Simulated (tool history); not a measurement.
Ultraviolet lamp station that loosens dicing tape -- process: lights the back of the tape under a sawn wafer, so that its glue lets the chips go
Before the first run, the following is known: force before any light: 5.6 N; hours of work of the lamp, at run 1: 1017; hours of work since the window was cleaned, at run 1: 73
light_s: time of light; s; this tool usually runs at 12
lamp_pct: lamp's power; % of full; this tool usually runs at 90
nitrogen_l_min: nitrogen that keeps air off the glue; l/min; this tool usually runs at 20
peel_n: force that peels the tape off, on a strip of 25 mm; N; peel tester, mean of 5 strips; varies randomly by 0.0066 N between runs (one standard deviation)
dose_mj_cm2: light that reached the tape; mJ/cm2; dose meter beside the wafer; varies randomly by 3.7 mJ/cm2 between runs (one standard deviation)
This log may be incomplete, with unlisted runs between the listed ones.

run    hour  light_s  lamp_pct  nitrogen_l_min  hours of work of the lamp  hours of work since the window was cleaned  peel_n  dose_mj_cm2
  1     0.0       12        90              20                       1017                                          73   0.225          616
  2    63.8       12        90              20                       1065                                         121   0.216          615
      120.5  -- lamp changed
  3   123.2       12        90              10                          2                                         165   0.283          617
  4   172.6       12        90              10                         39                                         202   0.276          612
  5   208.7       12        78              20                         66                                         230   0.246          534
  6   255.2       12        78              20                        101                                         265   0.250          530
  7   308.0       12        78              20                        141                                         304   0.261          537
  8   349.1       12        78              20                        172                                         335   0.240          526
      359.9  -- window cleaned of glue's vapour
  9   383.5       12        90              34                        198                                          18   0.195          616
 10   450.1       12        90              15                        248                                          68   0.248          610
 11   499.4       12        90              15                        285                                         105   0.232          606
 12   535.4       12        90              15                        312                                         132   0.237          613
 13   598.1       12        90              20                        359                                         179   0.212          610
 14   652.0       14        90              20                        400                                         220   0.189          714
 15   690.8       12        90              20                        429                                         249   0.208          605
 16   732.0       12        90              20                        460                                         280   0.204          607
 17   794.6       12        90              20                        507                                         327   0.218          611
      816.2  -- window cleaned of glue's vapour
 18   830.9       12        90              20                        534                                          11   0.213          609
 19   882.2       12        90              20                        573                                          50   0.214          608
 20   912.6       12        90              20                        595                                          73   0.216          609
 21   970.0       12        90              20                        639                                         116   0.213          610
 22  1009.6       12        90              11                        668                                         146   0.271          604
 23  1078.2       11        94               7                        720                                         197   0.387          576
 24  1119.6       11        77              15                        751                                         228   0.333          476
 25  1162.5        9        83               8                        783                                         261   0.616          419
 26  1228.3       15        61              20                        833                                         310   0.259          502
     1273.2  -- window cleaned of glue's vapour
 27  1283.9       15        61              20                        875                                           8   0.244          516
 28  1316.8       15        61              20                        899                                          33   0.252          508
 29  1350.8        8        61               8                        925                                          58   1.155          269
 30  1390.2        8        61               8                        955                                          88   1.198          272

For run 31, what comes out?
 31  1420.4       13        78              20                        977                                         111       ?            ?

{"run 31": {"peel_n": 0.227, "dose_mj_cm2": 564}}
Take away the tool's hidden state, keep the run-to-run variation as it was, and the same run would have given peel_n 0.226 N, dose_mj_cm2 581 mJ/cm2.

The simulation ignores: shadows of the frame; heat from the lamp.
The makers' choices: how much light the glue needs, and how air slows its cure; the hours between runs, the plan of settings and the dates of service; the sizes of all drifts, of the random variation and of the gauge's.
